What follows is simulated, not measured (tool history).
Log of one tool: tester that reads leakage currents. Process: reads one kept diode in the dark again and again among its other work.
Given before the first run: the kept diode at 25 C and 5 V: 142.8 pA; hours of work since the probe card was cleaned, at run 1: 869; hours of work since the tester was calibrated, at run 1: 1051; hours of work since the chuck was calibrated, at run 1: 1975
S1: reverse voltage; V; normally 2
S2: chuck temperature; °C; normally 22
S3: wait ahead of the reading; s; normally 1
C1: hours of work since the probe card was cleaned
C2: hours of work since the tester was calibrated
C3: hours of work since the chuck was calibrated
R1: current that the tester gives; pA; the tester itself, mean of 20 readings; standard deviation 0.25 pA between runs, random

run	day	S1	S2	S3	C1	C2	C3	R1
1	0	2	22	1	869	1051	1975	80.18
2	2.329	2	22	4.25	900	1082	2006	79.92
3	4.821	2	22	1	933	1115	2039	80.2
4	7.158	2	22	1	964	1146	2070	80.07
5	8.642	2	22	1	983	1165	2089	80.1
6	11.633	2	22	1	1023	1205	2129	80.39
7	12.954	2	22	1	1040	1222	2146	80.3
8	14.425	2	22	1	1060	1242	2165	80.22
9	15.742	2	22	1	1077	1259	2183	80.17
10	17.625	2	22	1	1102	1284	2208	79.98
11	19.142	2	22	1	1122	1304	2228	80.15
12	22.054	1.4	22	1	1160	1343	2266	70.77
13	24.617	1.4	22	1	1194	1376	2300	70.75
14	26.992	1.4	27	1	1226	1408	2331	108.7
15	29.904	2	22	1.12	1264	1446	2370	80.14
16	32.246	2	22	1.12	1295	1477	2401	80.46
# day 33.004: chuck's temperature calibrated
17	34.921	2	22	1.12	1329	1511	25	80.3
18	36.654	2	22	1	1352	1534	48	79.95
19	39.071	2	22	1	1384	1566	80	80.36
20	41.738	8.9	22	0.31	1419	1601	115	139.3
21	43.633	8.9	22	0.31	1444	1626	140	138.83
22	45.312	1.26	22	1	1466	1649	163	67.72
23	48.367	1.26	36	1	1507	1689	203	219.61
24	50.625	1.77	22	6.53	1537	1719	233	76.57
25	53.283	18.74	30	4.91	1572	1754	268	348.14
26	55.925	18.74	30	4.91	1607	1789	303	348.25
27	58.788	18.74	30	4.91	1644	1827	341	347.7
28	60.779	18.09	22	0.33	1671	1853	367	180.38
29	62.333	7.31	22	1	1691	1873	387	126.76
30	63.975	7.31	22	1	1713	1895	409	127.13
31	65.696	2	22	3.06	1736	1918	432	79.91
32	67.308	2	38	1	1757	1939	453	302.66
# day 68.412: probe card cleaned and baked
33	69.879	2	22	0.78	19	1971	485	79.7
34	72.146	3.43	22	0.78	49	2001	515	97.26
35	74.954	2	22	1.33	86	2038	552	80.31
36	77.658	2	22	1.33	122	2074	588	80.03
37	79.421	6.42	22	1.93	145	2097	611	119.86

3 options for the next run, each taken on its own from the tool as it stands now. Forecast them:
A	81.033	1.5	28	2.05	167	2119	633	?
B	81.033	3.69	44	0.52	167	2119	633	?
C	81.033	6.42	25	3.71	167	2119	633	?

run	R1
A	121.11
B	599.02
C	155.42
The same runs, with their run-to-run variation unchanged, on a tool lacking any hidden condition would have given:
run	R1
A	121.06
B	598.77
C	155.34

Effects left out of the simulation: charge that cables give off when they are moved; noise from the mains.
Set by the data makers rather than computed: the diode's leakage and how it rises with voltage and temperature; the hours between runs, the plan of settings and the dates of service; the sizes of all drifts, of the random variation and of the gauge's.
